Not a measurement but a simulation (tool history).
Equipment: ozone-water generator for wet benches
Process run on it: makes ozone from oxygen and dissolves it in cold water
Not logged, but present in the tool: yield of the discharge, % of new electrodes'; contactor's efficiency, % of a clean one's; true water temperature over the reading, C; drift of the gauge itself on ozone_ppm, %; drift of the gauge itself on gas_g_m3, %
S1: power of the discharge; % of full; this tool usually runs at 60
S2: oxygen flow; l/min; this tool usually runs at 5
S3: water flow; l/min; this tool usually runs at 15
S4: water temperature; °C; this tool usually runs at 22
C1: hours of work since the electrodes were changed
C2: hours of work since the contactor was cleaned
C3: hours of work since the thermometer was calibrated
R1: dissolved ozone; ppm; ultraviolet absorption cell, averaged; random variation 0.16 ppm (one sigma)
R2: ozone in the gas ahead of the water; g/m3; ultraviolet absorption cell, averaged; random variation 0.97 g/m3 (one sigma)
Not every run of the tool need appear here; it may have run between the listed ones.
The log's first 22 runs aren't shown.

| run | day | S1 | S2 | S3 | S4 | C1 | C2 | C3 | R1 | R2 |
|---|---|---|---|---|---|---|---|---|---|---|
| 23 | 38.696 | 94 | 4.98 | 15 | 22 | 3073 | 5455 | 2592 | 25.8 | 219.7 |
| 24 | 40.575 | 94 | 4.98 | 15 | 22 | 3116 | 5499 | 2635 | 25.5 | 216.7 |
| 25 | 41.646 | 94 | 4.98 | 15 | 22 | 3141 | 5523 | 2660 | 25.9 | 217.5 |
|  | 42.562 | contactor cleaned |
| 26 | 44.012 | 94 | 4.98 | 12 | 26 | 3192 | 33 | 2711 | 28.7 | 216.9 |
| 27 | 45.596 | 60 | 5 | 15 | 22 | 3229 | 70 | 2748 | 19.4 | 156.5 |
| 28 | 47.433 | 60 | 5 | 15 | 22 | 3271 | 113 | 2790 | 19.3 | 155.9 |
| 29 | 48.742 | 72 | 5.2 | 13 | 19 | 3301 | 143 | 2820 | 25.4 | 175.1 |
| 30 | 50.004 | 72 | 5.2 | 13 | 19 | 3330 | 172 | 2849 | 25.3 | 175.3 |
| 31 | 51.008 | 72 | 5.2 | 13 | 19 | 3354 | 195 | 2873 | 25.1 | 174.5 |
| 32 | 53.325 | 70 | 5.2 | 11 | 19 | 3407 | 249 | 2926 | 27.5 | 171.4 |

What does the tool deliver on the next run?
| 33 | 54.562 | 60 | 5 | 15 | 22 | 3436 | 277 | 2955 | ? | ? |

Run 33 yielded R1 19.1 ppm, R2 156.7 g/m3.
Had the tool carried no hidden state, the very same run would have given R1 20.3 ppm, R2 165.5 g/m3.
